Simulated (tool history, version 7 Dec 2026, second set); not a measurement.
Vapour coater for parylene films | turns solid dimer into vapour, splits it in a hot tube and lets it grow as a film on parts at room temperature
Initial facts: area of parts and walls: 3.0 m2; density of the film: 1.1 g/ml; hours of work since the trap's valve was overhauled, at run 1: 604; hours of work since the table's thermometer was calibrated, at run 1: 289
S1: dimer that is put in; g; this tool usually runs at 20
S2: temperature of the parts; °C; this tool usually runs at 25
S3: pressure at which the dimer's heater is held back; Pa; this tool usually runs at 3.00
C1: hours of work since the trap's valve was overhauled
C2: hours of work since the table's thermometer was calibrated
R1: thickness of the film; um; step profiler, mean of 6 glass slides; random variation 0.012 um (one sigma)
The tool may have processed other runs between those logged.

run	hour	S1	S2	S3	C1	C2	R1
1	0.0	20	25	3.00	604	289	3.47
2	13.9	20	25	3.00	611	297	3.46
3	25.9	20	25	3.00	618	304	3.48
4	35.9	20	25	3.00	623	309	3.45
5	48.8	20	25	3.00	630	316	3.46
6	55.5	14	25	3.00	634	320	2.40
7	65.7	14	25	3.00	640	326	2.41
8	78.3	14	25	3.00	647	332	2.42
9	92.8	14	25	3.00	655	340	2.41
10	99.3	20	25	3.00	658	344	3.46
11	111.9	20	25	3.00	665	351	3.43
# hour 120.1: trap's valve overhauled
12	122.3	20	25	3.00	1	355	3.82
13	128.4	20	25	3.00	5	358	3.82
14	137.9	20	25	3.00	10	363	3.82
15	144.5	20	25	3.00	13	367	3.83
16	150.6	20	25	3.00	17	370	3.82
17	160.0	20	25	3.00	22	375	3.80
18	171.4	20	25	3.00	28	382	3.82
19	185.5	20	25	3.00	36	389	3.82
20	195.7	20	25	3.00	42	395	3.81
21	207.1	10	25	3.00	48	401	1.91
22	213.8	10	25	10.56	52	405	1.47
23	225.2	22	25	3.00	58	411	4.20
24	239.7	14	25	3.00	66	419	2.64
25	254.7	14	18	3.00	74	427	3.65
# hour 256.8: table's thermometer calibrated
26	262.9	29	35	10.83	78	3	2.72
27	270.8	20	35	3.00	82	8	2.46
28	278.6	30	35	3.85	87	12	3.45
29	286.4	30	35	3.85	91	16	3.49
30	298.4	20	30	9.69	98	23	2.38
# hour 300.1: table's thermometer calibrated, once more
31	312.6	20	30	9.69	105	7	2.33
32	321.0	19	30	2.43	110	12	2.97
33	335.1	32	33	2.47	117	19	4.34
34	349.3	18	27	5.26	125	27	2.73
35	356.7	16	19	2.09	129	31	4.19
36	366.2	15	25	2.14	134	36	2.98
37	380.2	29	24	6.88	142	44	4.74
38	388.3	29	24	6.88	147	49	4.72
39	402.7	29	24	6.88	155	57	4.72
40	415.1	29	31	11.45	161	63	3.12
41	430.2	29	31	11.45	170	72	3.11
42	444.8	8	18	3.60	178	80	1.96
43	453.8	8	18	3.60	183	85	1.96
44	461.6	23	18	7.91	187	89	4.76
45	476.1	12	20	5.20	195	97	2.46
46	489.8	12	20	5.20	202	104	2.46
47	503.1	12	20	5.20	210	112	2.47

Entry by entry between the runs, the difference in hidden state between the last listed run before and the first listed run after:
After run 11, before run 12: trap's valve overhauled (hour 120.1)
  vapour lost through the trap's worn valve, %: 10.3 -> 0.3
  measured result minus the result with no hidden state, R1: -0.34 -> +0.04 um
After run 25, before run 26: table's thermometer calibrated (hour 256.8)
  vapour lost through the trap's worn valve, %: 1.4 -> 1.5; true temperature of the parts over the reading, C: -0.36 -> -0.51
  measured result minus the result with no hidden state, R1: +0.01 -> +0.02 um
After run 30, before run 31: table's thermometer calibrated, once more (hour 300.1)
  vapour lost through the trap's worn valve, %: 1.8 -> 1.9; true temperature of the parts over the reading, C: -0.53 -> -0.09
  measured result minus the result with no hidden state, R1: +0.01 -> -0.04 um

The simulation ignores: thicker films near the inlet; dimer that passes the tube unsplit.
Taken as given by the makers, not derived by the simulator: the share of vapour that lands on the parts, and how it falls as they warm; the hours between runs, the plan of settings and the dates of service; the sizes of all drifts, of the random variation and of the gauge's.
